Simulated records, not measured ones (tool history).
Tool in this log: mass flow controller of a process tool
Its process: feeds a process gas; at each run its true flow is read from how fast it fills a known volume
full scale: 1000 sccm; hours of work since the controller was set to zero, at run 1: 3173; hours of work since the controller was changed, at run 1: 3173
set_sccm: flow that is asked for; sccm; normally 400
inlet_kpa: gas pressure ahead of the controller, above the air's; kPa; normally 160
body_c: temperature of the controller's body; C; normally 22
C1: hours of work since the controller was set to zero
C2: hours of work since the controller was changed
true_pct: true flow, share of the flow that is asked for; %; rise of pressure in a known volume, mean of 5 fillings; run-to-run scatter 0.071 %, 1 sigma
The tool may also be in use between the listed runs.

Run 1, hour 0.0: usual settings; C1 3173; C2 3173. Result: true_pct 99.18 %.
Run 2, hour 234.2: usual settings; C1 3282; C2 3282. Result: true_pct 99.28 %.
Run 3, hour 385.4: usual settings; C1 3352; C2 3352. Result: true_pct 99.10 %.
Run 4, hour 574.7: usual settings; C1 3440; C2 3440. Result: true_pct 99.18 %.
Run 5, hour 782.8: usual settings; C1 3536; C2 3536. Result: true_pct 99.17 %.
Run 6, hour 978.2: usual settings but set_sccm 438 sccm; C1 3627; C2 3627. Result: true_pct 99.27 %.
Run 7, hour 1080.1: usual settings but body_c 23 C; C1 3674; C2 3674. Result: true_pct 99.42 %.
Run 8, hour 1288.8: usual settings; C1 3771; C2 3771. Result: true_pct 99.16 %.
Run 9, hour 1517.7: usual settings; C1 3877; C2 3877. Result: true_pct 99.12 %.
Run 10, hour 1643.9: usual settings; C1 3936; C2 3936. Result: true_pct 99.22 %.
Run 11, hour 1844.8: usual settings but inlet_kpa 225 kPa; C1 4029; C2 4029. Result: true_pct 99.03 %.
Run 12, hour 2012.7: usual settings but inlet_kpa 225 kPa; C1 4107; C2 4107. Result: true_pct 99.14 %.
Run 13, hour 2156.9: usual settings but set_sccm 107 sccm; C1 4174; C2 4174. Result: true_pct 94.36 %.
Run 14, hour 2378.6: usual settings but set_sccm 107 sccm; C1 4277; C2 4277. Result: true_pct 94.30 %.
Run 15, hour 2574.5: usual settings; C1 4368; C2 4368. Result: true_pct 99.10 %.
Run 16, hour 2760.1: usual settings; C1 4454; C2 4454. Result: true_pct 99.25 %.
Run 17, hour 2915.8: usual settings but set_sccm 712 sccm; C1 4527; C2 4527. Result: true_pct 100.08 %.
Run 18, hour 3042.2: usual settings; C1 4585; C2 4585. Result: true_pct 99.09 %.
Run 19, hour 3146.5: usual settings but set_sccm 124 sccm; C1 4634; C2 4634. Result: true_pct 94.87 %.
Run 20, hour 3259.4: usual settings but set_sccm 124 sccm; C1 4686; C2 4686. Result: true_pct 94.90 %.
Run 21, hour 3364.5: usual settings but set_sccm 186 sccm; C1 4735; C2 4735. Result: true_pct 96.76 %.
Run 22, hour 3520.9: usual settings; C1 4808; C2 4808. Result: true_pct 99.19 %.
Run 23, hour 3652.4: usual settings; C1 4869; C2 4869. Result: true_pct 99.12 %.
Run 24, hour 3843.7: usual settings; C1 4957; C2 4957. Result: true_pct 99.13 %.
Run 25, hour 4020.1: usual settings but inlet_kpa 146 kPa, body_c 29 C; C1 5039; C2 5039. Result: true_pct 99.85 %.
Run 26, hour 4249.5: usual settings but set_sccm 196 sccm, inlet_kpa 146 kPa; C1 5146; C2 5146. Result: true_pct 96.69 %.
Run 27, hour 4455.0: usual settings but set_sccm 196 sccm, inlet_kpa 146 kPa; C1 5241; C2 5241. Result: true_pct 96.79 %.
Run 28, hour 4620.3: usual settings but set_sccm 196 sccm, inlet_kpa 146 kPa; C1 5318; C2 5318. Result: true_pct 96.79 %.
Run 29, hour 4750.3: usual settings but set_sccm 296 sccm, inlet_kpa 234 kPa, body_c 35 C; C1 5378; C2 5378. Result: true_pct 99.56 %.
Run 30, hour 4855.5: usual settings but set_sccm 802 sccm, inlet_kpa 270 kPa; C1 5427; C2 5427. Result: true_pct 100.19 %.
Run 31, hour 5042.9: usual settings but body_c 26 C; C1 5514; C2 5514. Result: true_pct 99.54 %.
Run 32, hour 5222.2: usual settings but body_c 26 C; C1 5598; C2 5598. Result: true_pct 99.42 %.
Run 33, hour 5452.2: usual settings but body_c 26 C; C1 5704; C2 5704. Result: true_pct 99.36 %.
Run 34, hour 5572.8: usual settings but set_sccm 238 sccm, inlet_kpa 166 kPa, body_c 31 C; C1 5760; C2 5760. Result: true_pct 98.34 %.
Run 35, hour 5777.6: usual settings but set_sccm 501 sccm, inlet_kpa 243 kPa, body_c 20 C; C1 5855; C2 5855. Result: true_pct 99.28 %.
Run 36, hour 6001.7: usual settings but set_sccm 995 sccm, inlet_kpa 179 kPa, body_c 25 C; C1 5959; C2 5959. Result: true_pct 101.12 %.
Run 37, hour 6147.2: usual settings but set_sccm 995 sccm, inlet_kpa 179 kPa, body_c 25 C; C1 6027; C2 6027. Result: true_pct 101.02 %.
Run 38, hour 6348.4: usual settings but set_sccm 995 sccm, inlet_kpa 179 kPa, body_c 25 C; C1 6120; C2 6120. Result: true_pct 100.86 %.
Run 39, hour 6574.9: usual settings but inlet_kpa 239 kPa, body_c 31 C; C1 6226; C2 6226. Result: true_pct 99.69 %.
Run 40, hour 6765.6: usual settings but set_sccm 128 sccm, inlet_kpa 177 kPa, body_c 28 C; C1 6314; C2 6314. Result: true_pct 94.01 %.

What will run 41 give?
Run 41, hour 6941.6: usual settings but set_sccm 262 sccm, inlet_kpa 246 kPa, body_c 27 C; C1 6396; C2 6396. Result: true_pct ?.

{"run 41": {"true_pct": 97.83}}
Without the tool's hidden state the same run would have given true_pct 99.71 %.
